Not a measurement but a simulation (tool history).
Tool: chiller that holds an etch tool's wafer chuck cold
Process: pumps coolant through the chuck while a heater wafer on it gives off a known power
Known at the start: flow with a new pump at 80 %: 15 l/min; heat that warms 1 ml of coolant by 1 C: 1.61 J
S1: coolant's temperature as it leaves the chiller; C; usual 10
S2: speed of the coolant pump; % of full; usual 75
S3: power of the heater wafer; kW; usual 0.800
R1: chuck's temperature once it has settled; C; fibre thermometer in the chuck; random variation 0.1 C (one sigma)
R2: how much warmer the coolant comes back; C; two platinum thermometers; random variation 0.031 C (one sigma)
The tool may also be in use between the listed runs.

{"run": 1, "day": 0.0, "S1": 10, "S2": 75, "S3": 0.8, "R1": 15.3, "R2": 2.11}
{"run": 2, "day": 1.204, "S1": 10, "S2": 75, "S3": 0.8, "R1": 15.2, "R2": 2.11}
{"run": 3, "day": 2.233, "S1": 10, "S2": 75, "S3": 0.8, "R1": 15.2, "R2": 2.11}
{"run": 4, "day": 3.333, "S1": 14, "S2": 75, "S3": 0.8, "R1": 19.3, "R2": 2.1}
{"run": 5, "day": 5.108, "S1": 2, "S2": 75, "S3": 0.8, "R1": 7.3, "R2": 2.19}
{"run": 6, "day": 6.521, "S1": 12, "S2": 75, "S3": 0.8, "R1": 17.4, "R2": 2.14}
{"run": 7, "day": 7.467, "S1": 12, "S2": 75, "S3": 0.8, "R1": 17.4, "R2": 2.13}
{"run": 8, "day": 8.454, "S1": 12, "S2": 75, "S3": 0.8, "R1": 17.2, "R2": 2.14}
{"run": 9, "day": 9.917, "S1": 3, "S2": 75, "S3": 0.8, "R1": 8.3, "R2": 2.15}
{"run": 10, "day": 10.838, "S1": 3, "S2": 75, "S3": 0.8, "R1": 8.4, "R2": 2.07}
{"run": 11, "day": 12.488, "S1": 3, "S2": 75, "S3": 0.8, "R1": 8.3, "R2": 2.11}
{"run": 12, "day": 14.083, "S1": 3, "S2": 75, "S3": 0.8, "R1": 8.3, "R2": 2.06}
{"run": 13, "day": 14.967, "S1": 3, "S2": 75, "S3": 0.8, "R1": 8.3, "R2": 2.13}
{"run": 14, "day": 16.288, "S1": 10, "S2": 75, "S3": 0.8, "R1": 15.4, "R2": 2.11}
{"run": 15, "day": 17.3, "S1": 10, "S2": 75, "S3": 0.8, "R1": 15.3, "R2": 2.05}
{"run": 16, "day": 19.008, "S1": 10, "S2": 75, "S3": 0.8, "R1": 15.5, "R2": 2.11}
{"run": 17, "day": 20.654, "S1": 10, "S2": 75, "S3": 0.8, "R1": 15.2, "R2": 2.11}
{"run": 18, "day": 21.762, "S1": 10, "S2": 90, "S3": 0.737, "R1": 14.2, "R2": 1.67}
{"run": 19, "day": 23.1, "S1": 10, "S2": 90, "S3": 0.737, "R1": 14.2, "R2": 1.61}
{"run": 20, "day": 24.846, "S1": 10, "S2": 63, "S3": 1.137, "R1": 18.6, "R2": 3.58}
{"run": 21, "day": 26.288, "S1": 10, "S2": 63, "S3": 1.137, "R1": 18.6, "R2": 3.6}
{"run": 22, "day": 27.433, "S1": 3, "S2": 81, "S3": 0.82, "R1": 8.1, "R2": 1.99}
{"run": 23, "day": 28.404, "S1": 2, "S2": 75, "S3": 1.024, "R1": 9.0, "R2": 2.73}
{"run": 24, "day": 29.483, "S1": 2, "S2": 75, "S3": 1.024, "R1": 8.9, "R2": 2.71}
{"run": 25, "day": 30.583, "S1": 10, "S2": 66, "S3": 1.151, "R1": 18.5, "R2": 3.44}
{"run": 26, "day": 32.112, "S1": 10, "S2": 75, "S3": 0.745, "R1": 14.9, "R2": 1.97}
{"run": 27, "day": 33.567, "S1": 10, "S2": 93, "S3": 0.8, "R1": 14.6, "R2": 1.7}
{"run": 28, "day": 35.158, "S1": 10, "S2": 93, "S3": 0.8, "R1": 14.7, "R2": 1.71}
{"run": 29, "day": 36.454, "S1": 12, "S2": 93, "S3": 0.8, "R1": 16.4, "R2": 1.73}
{"run": 30, "day": 38.096, "S1": 3, "S2": 75, "S3": 1.143, "R1": 10.6, "R2": 2.99}
{"run": 31, "day": 39.579, "S1": 6, "S2": 75, "S3": 0.8, "R1": 11.4, "R2": 2.11}
{"run": 32, "day": 40.471, "S1": 10, "S2": 75, "S3": 0.418, "R1": 12.9, "R2": 1.12}
{"run": 33, "day": 41.25, "S1": 11, "S2": 77, "S3": 1.158, "R1": 18.4, "R2": 3.0}

3 ways to go on from here, each from the tool as it stands after run 33. What would each give?
{"run": "A", "day": 42.025, "S1": 19, "S2": 67, "S3": 0.538, "R1": "?", "R2": "?"}
{"run": "B", "day": 42.025, "S1": 3, "S2": 75, "S3": 0.8, "R1": "?", "R2": "?"}
{"run": "C", "day": 42.025, "S1": 11, "S2": 91, "S3": 0.595, "R1": "?", "R2": "?"}

run=A R1=23.0 R2=1.63
run=B R1=8.3 R2=2.10
run=C R1=14.5 R2=1.30
Without the tool's hidden state the same runs would have given:
run=A R1=22.9 R2=1.63
run=B R1=8.2 R2=2.10
run=C R1=14.4 R2=1.30

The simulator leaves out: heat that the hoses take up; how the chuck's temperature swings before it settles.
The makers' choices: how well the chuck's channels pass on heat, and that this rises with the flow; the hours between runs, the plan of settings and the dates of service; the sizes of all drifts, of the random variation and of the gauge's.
